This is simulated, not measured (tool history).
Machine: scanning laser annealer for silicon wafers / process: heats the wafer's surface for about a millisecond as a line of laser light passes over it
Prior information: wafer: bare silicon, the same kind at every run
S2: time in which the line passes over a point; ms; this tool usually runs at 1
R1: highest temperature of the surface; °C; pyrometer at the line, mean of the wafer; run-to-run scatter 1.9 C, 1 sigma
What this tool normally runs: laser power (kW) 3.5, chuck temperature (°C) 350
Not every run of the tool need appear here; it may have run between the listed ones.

run 1 day=0 | laser_power_(kW)=3.5 S2=1 chuck_temperature_(°C)=350 | R1=1177
run 2 day=2.017 | laser_power_(kW)=3.5 S2=1 chuck_temperature_(°C)=350 | R1=1174
run 3 day=3.858 | laser_power_(kW)=3.5 S2=1 chuck_temperature_(°C)=350 | R1=1178
run 4 day=5.088 | laser_power_(kW)=3.5 S2=1.05 chuck_temperature_(°C)=350 | R1=1199
run 5 day=6.662 | laser_power_(kW)=3.5 S2=1 chuck_temperature_(°C)=359 | R1=1184
run 6 day=8.529 | laser_power_(kW)=3.5 S2=1 chuck_temperature_(°C)=359 | R1=1185
run 7 day=10.225 | laser_power_(kW)=3.5 S2=1.06 chuck_temperature_(°C)=350 | R1=1202
run 8 day=11.108 | laser_power_(kW)=3.5 S2=1.06 chuck_temperature_(°C)=350 | R1=1202
run 9 day=12.725 | laser_power_(kW)=3.5 S2=1.06 chuck_temperature_(°C)=350 | R1=1205
run 10 day=13.804 | laser_power_(kW)=3.65 S2=0.85 chuck_temperature_(°C)=329 | R1=1129
run 11 day=15.221 | laser_power_(kW)=3.65 S2=0.85 chuck_temperature_(°C)=329 | R1=1124
run 12 day=17.233 | laser_power_(kW)=3.65 S2=0.85 chuck_temperature_(°C)=329 | R1=1124
run 13 day=18.612 | laser_power_(kW)=3.65 S2=0.85 chuck_temperature_(°C)=329 | R1=1126
run 14 day=20.275 | laser_power_(kW)=3.388 S2=0.79 chuck_temperature_(°C)=381 | R1=1078
run 15 day=21.512 | laser_power_(kW)=3.849 S2=0.96 chuck_temperature_(°C)=386 | R1=1296
run 16 day=22.696 | laser_power_(kW)=3.465 S2=1 chuck_temperature_(°C)=368 | R1=1182

Not shown here: 1 entry made in the log between runs. Locate each between two listed runs and compare the hidden state at the listed run before it with the hidden state at the listed run after it:
In the gap between runs 2 and 3: window over the wafer cleaned (day 3.129)
  light that passes the window, % of a clean one's: 99.87 -> 100
